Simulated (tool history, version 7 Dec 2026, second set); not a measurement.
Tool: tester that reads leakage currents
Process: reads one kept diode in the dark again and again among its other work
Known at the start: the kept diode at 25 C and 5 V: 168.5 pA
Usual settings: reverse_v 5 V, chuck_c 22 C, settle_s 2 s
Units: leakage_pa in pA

run,hour,reverse_v,chuck_c,settle_s,leakage_pa
1,0,5,22,2,146.63
2,56.9,5,22,2,147.5
3,116,5,22,2,147.57
4,183.4,5,22,2,148.47
5,239.7,5,22,2,148.14
6,298.6,5,22,1.83,149.06
# hour 319.2: probe card cleaned and baked
7,338.6,5,22,1.83,137.57
8,387.1,8.33,54,1.1,1945.68
9,456.5,8.33,54,1.1,1947.61
10,495.3,1.17,31,5.7,145.16
11,524,1.17,31,5.7,143.76
12,591,5.48,31,0.31,307.21
13,633.9,5.48,31,0.31,306.36
14,676.3,15.94,31,0.62,507.04

3 ways to go on from here, each from the tool as it stands after run 14. What would each give?
A,725.9,5,24,0.95,?
B,725.9,5,22,2.48,?
C,725.9,5,22,2.95,?

run,leakage_pa
A,166.57
B,140.91
C,139.65
Without the tool's hidden state the same runs would have given:
run,leakage_pa
A,157.19
B,132.7
C,131.51
